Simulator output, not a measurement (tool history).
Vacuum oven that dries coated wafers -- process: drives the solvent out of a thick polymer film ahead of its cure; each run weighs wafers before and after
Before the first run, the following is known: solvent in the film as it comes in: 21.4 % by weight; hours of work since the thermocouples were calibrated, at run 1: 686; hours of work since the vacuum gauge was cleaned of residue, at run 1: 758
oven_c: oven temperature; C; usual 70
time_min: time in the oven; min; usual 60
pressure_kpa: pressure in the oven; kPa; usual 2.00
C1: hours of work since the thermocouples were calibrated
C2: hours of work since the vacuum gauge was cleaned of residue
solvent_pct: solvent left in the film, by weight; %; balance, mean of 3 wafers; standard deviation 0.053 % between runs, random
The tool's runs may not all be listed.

{"run": 1, "day": 0.0, "oven_c": 70, "time_min": 60, "pressure_kpa": 2.0, "C1": 686, "C2": 758, "solvent_pct": 2.25}
{"run": 2, "day": 3.746, "oven_c": 70, "time_min": 36, "pressure_kpa": 2.0, "C1": 757, "C2": 828, "solvent_pct": 4.71}
{"run": 3, "day": 5.262, "oven_c": 70, "time_min": 60, "pressure_kpa": 2.0, "C1": 785, "C2": 856, "solvent_pct": 2.24}
{"run": 4, "day": 8.358, "oven_c": 62, "time_min": 60, "pressure_kpa": 2.0, "C1": 843, "C2": 914, "solvent_pct": 4.89}
{"run": 5, "day": 10.217, "oven_c": 62, "time_min": 60, "pressure_kpa": 2.0, "C1": 878, "C2": 949, "solvent_pct": 5.01}
{"run": 6, "day": 12.746, "oven_c": 70, "time_min": 60, "pressure_kpa": 7.15, "C1": 925, "C2": 996, "solvent_pct": 4.08}
{"run": 7, "day": 15.621, "oven_c": 70, "time_min": 60, "pressure_kpa": 2.0, "C1": 979, "C2": 1050, "solvent_pct": 2.38}
{"day": 15.983, "done": "vacuum gauge cleaned of residue and calibrated"}
{"run": 8, "day": 18.225, "oven_c": 70, "time_min": 60, "pressure_kpa": 2.0, "C1": 1026, "C2": 42, "solvent_pct": 2.36}
{"run": 9, "day": 22.0, "oven_c": 70, "time_min": 41, "pressure_kpa": 2.0, "C1": 1097, "C2": 113, "solvent_pct": 4.23}
{"run": 10, "day": 25.171, "oven_c": 70, "time_min": 41, "pressure_kpa": 2.0, "C1": 1156, "C2": 172, "solvent_pct": 4.31}
{"run": 11, "day": 28.2, "oven_c": 70, "time_min": 49, "pressure_kpa": 1.33, "C1": 1213, "C2": 229, "solvent_pct": 3.09}
{"run": 12, "day": 29.896, "oven_c": 75, "time_min": 70, "pressure_kpa": 2.0, "C1": 1245, "C2": 260, "solvent_pct": 1.18}
{"run": 13, "day": 32.962, "oven_c": 64, "time_min": 73, "pressure_kpa": 2.57, "C1": 1302, "C2": 318, "solvent_pct": 3.75}
{"day": 34.096, "done": "vacuum gauge cleaned of residue and calibrated, once more"}
{"run": 14, "day": 34.7, "oven_c": 64, "time_min": 46, "pressure_kpa": 7.44, "C1": 1333, "C2": 11, "solvent_pct": 7.61}
{"run": 15, "day": 37.25, "oven_c": 70, "time_min": 60, "pressure_kpa": 5.48, "C1": 1381, "C2": 59, "solvent_pct": 3.43}
{"run": 16, "day": 39.354, "oven_c": 64, "time_min": 60, "pressure_kpa": 2.28, "C1": 1420, "C2": 98, "solvent_pct": 4.55}
{"run": 17, "day": 42.329, "oven_c": 64, "time_min": 60, "pressure_kpa": 2.28, "C1": 1476, "C2": 154, "solvent_pct": 4.66}

Predict each of these 5 candidate next runs independently; none follows another, all start after run 17:
{"run": "A", "day": 44.129, "oven_c": 59, "time_min": 60, "pressure_kpa": 2.31, "C1": 1510, "C2": 188, "solvent_pct": "?"}
{"run": "B", "day": 44.129, "oven_c": 76, "time_min": 60, "pressure_kpa": 5.58, "C1": 1510, "C2": 188, "solvent_pct": "?"}
{"run": "C", "day": 44.129, "oven_c": 74, "time_min": 53, "pressure_kpa": 2.21, "C1": 1510, "C2": 188, "solvent_pct": "?"}
{"run": "D", "day": 44.129, "oven_c": 64, "time_min": 82, "pressure_kpa": 3.6, "C1": 1510, "C2": 188, "solvent_pct": "?"}
{"run": "E", "day": 44.129, "oven_c": 69, "time_min": 60, "pressure_kpa": 1.39, "C1": 1510, "C2": 188, "solvent_pct": "?"}

run=A solvent_pct=6.61
run=B solvent_pct=2.18
run=C solvent_pct=1.88
run=D solvent_pct=3.64
run=E solvent_pct=2.47
With the hidden condition removed and each run's random variation left untouched, the same runs would have given:
run=A solvent_pct=5.92
run=B solvent_pct=1.91
run=C solvent_pct=1.55
run=D solvent_pct=3.14
run=E solvent_pct=2.04
